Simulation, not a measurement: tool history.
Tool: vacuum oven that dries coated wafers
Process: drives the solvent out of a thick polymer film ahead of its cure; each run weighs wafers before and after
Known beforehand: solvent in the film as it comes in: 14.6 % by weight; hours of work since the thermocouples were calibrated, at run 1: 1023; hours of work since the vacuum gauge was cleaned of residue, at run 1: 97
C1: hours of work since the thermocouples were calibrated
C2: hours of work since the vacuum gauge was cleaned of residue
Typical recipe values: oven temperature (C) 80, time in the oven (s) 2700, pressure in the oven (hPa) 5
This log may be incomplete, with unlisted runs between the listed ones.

run 1 hour=0 | oven_temperature_(C)=80 time_in_the_oven_(s)=2700 pressure_in_the_oven_(hPa)=5 | C1=1023 C2=97 | solvent_left_in_the_film_(%)=0.82
run 2 hour=24.1 | oven_temperature_(C)=80 time_in_the_oven_(s)=2700 pressure_in_the_oven_(hPa)=5 | C1=1034 C2=108 | solvent_left_in_the_film_(%)=0.8
run 3 hour=36.8 | oven_temperature_(C)=91 time_in_the_oven_(s)=2700 pressure_in_the_oven_(hPa)=5 | C1=1039 C2=113 | solvent_left_in_the_film_(%)=0.25
run 4 hour=52.8 | oven_temperature_(C)=91 time_in_the_oven_(s)=2700 pressure_in_the_oven_(hPa)=5 | C1=1047 C2=121 | solvent_left_in_the_film_(%)=0.28
run 5 hour=77.4 | oven_temperature_(C)=80 time_in_the_oven_(s)=2700 pressure_in_the_oven_(hPa)=11.68 | C1=1058 C2=132 | solvent_left_in_the_film_(%)=1.04
run 6 hour=98.4 | oven_temperature_(C)=91 time_in_the_oven_(s)=2700 pressure_in_the_oven_(hPa)=11.68 | C1=1067 C2=141 | solvent_left_in_the_film_(%)=0.39
run 7 hour=110 | oven_temperature_(C)=91 time_in_the_oven_(s)=2700 pressure_in_the_oven_(hPa)=11.68 | C1=1072 C2=146 | solvent_left_in_the_film_(%)=0.37
run 8 hour=132.3 | oven_temperature_(C)=91 time_in_the_oven_(s)=2700 pressure_in_the_oven_(hPa)=11.68 | C1=1082 C2=156 | solvent_left_in_the_film_(%)=0.4
run 9 hour=156.8 | oven_temperature_(C)=80 time_in_the_oven_(s)=2700 pressure_in_the_oven_(hPa)=5 | C1=1093 C2=167 | solvent_left_in_the_film_(%)=0.83
run 10 hour=168 | oven_temperature_(C)=76 time_in_the_oven_(s)=2700 pressure_in_the_oven_(hPa)=5 | C1=1098 C2=172 | solvent_left_in_the_film_(%)=1.25
run 11 hour=187.5 | oven_temperature_(C)=95 time_in_the_oven_(s)=2700 pressure_in_the_oven_(hPa)=5 | C1=1107 C2=181 | solvent_left_in_the_film_(%)=0.18
run 12 hour=204.8 | oven_temperature_(C)=95 time_in_the_oven_(s)=2700 pressure_in_the_oven_(hPa)=5 | C1=1115 C2=189 | solvent_left_in_the_film_(%)=0.13
run 13 hour=222.7 | oven_temperature_(C)=95 time_in_the_oven_(s)=2700 pressure_in_the_oven_(hPa)=5 | C1=1123 C2=197 | solvent_left_in_the_film_(%)=0.14
run 14 hour=242 | oven_temperature_(C)=80 time_in_the_oven_(s)=1440 pressure_in_the_oven_(hPa)=5 | C1=1131 C2=205 | solvent_left_in_the_film_(%)=2.67
run 15 hour=254 | oven_temperature_(C)=80 time_in_the_oven_(s)=2700 pressure_in_the_oven_(hPa)=3.33 | C1=1137 C2=211 | solvent_left_in_the_film_(%)=0.79
run 16 hour=275.6 | oven_temperature_(C)=80 time_in_the_oven_(s)=2700 pressure_in_the_oven_(hPa)=5 | C1=1146 C2=220 | solvent_left_in_the_film_(%)=0.8
run 17 hour=291.9 | oven_temperature_(C)=80 time_in_the_oven_(s)=2700 pressure_in_the_oven_(hPa)=12.14 | C1=1154 C2=228 | solvent_left_in_the_film_(%)=1.13
run 18 hour=309 | oven_temperature_(C)=80 time_in_the_oven_(s)=2700 pressure_in_the_oven_(hPa)=5.89 | C1=1161 C2=235 | solvent_left_in_the_film_(%)=0.91
run 19 hour=320.1 | oven_temperature_(C)=80 time_in_the_oven_(s)=2700 pressure_in_the_oven_(hPa)=5.89 | C1=1166 C2=240 | solvent_left_in_the_film_(%)=0.91
run 20 hour=330.5 | oven_temperature_(C)=80 time_in_the_oven_(s)=2700 pressure_in_the_oven_(hPa)=5.89 | C1=1171 C2=245 | solvent_left_in_the_film_(%)=0.9
run 21 hour=352.8 | oven_temperature_(C)=80 time_in_the_oven_(s)=1440 pressure_in_the_oven_(hPa)=5 | C1=1181 C2=255 | solvent_left_in_the_film_(%)=2.75
run 22 hour=374.9 | oven_temperature_(C)=80 time_in_the_oven_(s)=1440 pressure_in_the_oven_(hPa)=5 | C1=1191 C2=265 | solvent_left_in_the_film_(%)=2.72
run 23 hour=386.6 | oven_temperature_(C)=80 time_in_the_oven_(s)=2700 pressure_in_the_oven_(hPa)=5 | C1=1196 C2=270 | solvent_left_in_the_film_(%)=0.9
run 24 hour=405.8 | oven_temperature_(C)=69 time_in_the_oven_(s)=2700 pressure_in_the_oven_(hPa)=5 | C1=1205 C2=279 | solvent_left_in_the_film_(%)=2.36
run 25 hour=419.4 | oven_temperature_(C)=77 time_in_the_oven_(s)=2520 pressure_in_the_oven_(hPa)=5 | C1=1211 C2=285 | solvent_left_in_the_film_(%)=1.37
run 26 hour=429.5 | oven_temperature_(C)=80 time_in_the_oven_(s)=4080 pressure_in_the_oven_(hPa)=16.39 | C1=1215 C2=289 | solvent_left_in_the_film_(%)=0.77
run 27 hour=453.5 | oven_temperature_(C)=80 time_in_the_oven_(s)=3600 pressure_in_the_oven_(hPa)=5.21 | C1=1226 C2=300 | solvent_left_in_the_film_(%)=0.47
run 28 hour=474.4 | oven_temperature_(C)=68 time_in_the_oven_(s)=2700 pressure_in_the_oven_(hPa)=7.15 | C1=1236 C2=310 | solvent_left_in_the_film_(%)=2.75
run 29 hour=493.4 | oven_temperature_(C)=81 time_in_the_oven_(s)=4680 pressure_in_the_oven_(hPa)=7.77 | C1=1244 C2=318 | solvent_left_in_the_film_(%)=0.38
run 30 hour=511 | oven_temperature_(C)=83 time_in_the_oven_(s)=3300 pressure_in_the_oven_(hPa)=14.03 | C1=1252 C2=326 | solvent_left_in_the_film_(%)=0.67
run 31 hour=522 | oven_temperature_(C)=75 time_in_the_oven_(s)=1440 pressure_in_the_oven_(hPa)=5 | C1=1257 C2=331 | solvent_left_in_the_film_(%)=3.72
run 32 hour=538.3 | oven_temperature_(C)=80 time_in_the_oven_(s)=4020 pressure_in_the_oven_(hPa)=5 | C1=1264 C2=338 | solvent_left_in_the_film_(%)=0.4
run 33 hour=560 | oven_temperature_(C)=74 time_in_the_oven_(s)=2100 pressure_in_the_oven_(hPa)=6.25 | C1=1274 C2=348 | solvent_left_in_the_film_(%)=2.5
run 34 hour=580 | oven_temperature_(C)=74 time_in_the_oven_(s)=2100 pressure_in_the_oven_(hPa)=6.25 | C1=1283 C2=357 | solvent_left_in_the_film_(%)=2.5
run 35 hour=600.6 | oven_temperature_(C)=80 time_in_the_oven_(s)=3060 pressure_in_the_oven_(hPa)=7.97 | C1=1292 C2=366 | solvent_left_in_the_film_(%)=0.81
run 36 hour=614.6 | oven_temperature_(C)=80 time_in_the_oven_(s)=1800 pressure_in_the_oven_(hPa)=7.97 | C1=1299 C2=372 | solvent_left_in_the_film_(%)=2.07
run 37 hour=631.7 | oven_temperature_(C)=80 time_in_the_oven_(s)=2580 pressure_in_the_oven_(hPa)=4.4 | C1=1306 C2=380 | solvent_left_in_the_film_(%)=1.01
run 38 hour=647 | oven_temperature_(C)=80 time_in_the_oven_(s)=2580 pressure_in_the_oven_(hPa)=4.4 | C1=1313 C2=387 | solvent_left_in_the_film_(%)=0.93
run 39 hour=660.2 | oven_temperature_(C)=80 time_in_the_oven_(s)=2580 pressure_in_the_oven_(hPa)=5.53 | C1=1319 C2=393 | solvent_left_in_the_film_(%)=1.01
run 40 hour=681.3 | oven_temperature_(C)=86 time_in_the_oven_(s)=2700 pressure_in_the_oven_(hPa)=5 | C1=1328 C2=402 | solvent_left_in_the_film_(%)=0.46
run 41 hour=704.1 | oven_temperature_(C)=86 time_in_the_oven_(s)=2700 pressure_in_the_oven_(hPa)=9.31 | C1=1339 C2=413 | solvent_left_in_the_film_(%)=0.59
run 42 hour=714.5 | oven_temperature_(C)=68 time_in_the_oven_(s)=2700 pressure_in_the_oven_(hPa)=2.83 | C1=1343 C2=417 | solvent_left_in_the_film_(%)=2.55
run 43 hour=726.1 | oven_temperature_(C)=80 time_in_the_oven_(s)=2100 pressure_in_the_oven_(hPa)=4.86 | C1=1349 C2=422 | solvent_left_in_the_film_(%)=1.54
run 44 hour=739.1 | oven_temperature_(C)=86 time_in_the_oven_(s)=2100 pressure_in_the_oven_(hPa)=4.86 | C1=1354 C2=428 | solvent_left_in_the_film_(%)=0.85
run 45 hour=757.8 | oven_temperature_(C)=86 time_in_the_oven_(s)=2100 pressure_in_the_oven_(hPa)=4.86 | C1=1363 C2=437 | solvent_left_in_the_film_(%)=0.82
run 46 hour=774.7 | oven_temperature_(C)=86 time_in_the_oven_(s)=1980 pressure_in_the_oven_(hPa)=4.86 | C1=1370 C2=444 | solvent_left_in_the_film_(%)=0.98
run 47 hour=798.1 | oven_temperature_(C)=86 time_in_the_oven_(s)=1980 pressure_in_the_oven_(hPa)=4.86 | C1=1381 C2=455 | solvent_left_in_the_film_(%)=1
run 48 hour=811.4 | oven_temperature_(C)=86 time_in_the_oven_(s)=1980 pressure_in_the_oven_(hPa)=4.86 | C1=1387 C2=461 | solvent_left_in_the_film_(%)=0.91

Here are 3 independent what-if runs from the current tool condition. What would each one return?
run A hour=821.4 | oven_temperature_(C)=86 time_in_the_oven_(s)=1380 pressure_in_the_oven_(hPa)=10.88 | C1=1391 C2=465 | solvent_left_in_the_film_(%)=?
run B hour=821.4 | oven_temperature_(C)=89 time_in_the_oven_(s)=2700 pressure_in_the_oven_(hPa)=10.25 | C1=1391 C2=465 | solvent_left_in_the_film_(%)=?
run C hour=821.4 | oven_temperature_(C)=86 time_in_the_oven_(s)=1800 pressure_in_the_oven_(hPa)=4.86 | C1=1391 C2=465 | solvent_left_in_the_film_(%)=?

run=A solvent_left_in_the_film_(%)=2.11
run=B solvent_left_in_the_film_(%)=0.51
run=C solvent_left_in_the_film_(%)=1.17
Stripped of hidden state, with their random variation kept, the same runs would have yielded:
run=A solvent_left_in_the_film_(%)=1.61
run=B solvent_left_in_the_film_(%)=0.36
run=C solvent_left_in_the_film_(%)=0.81
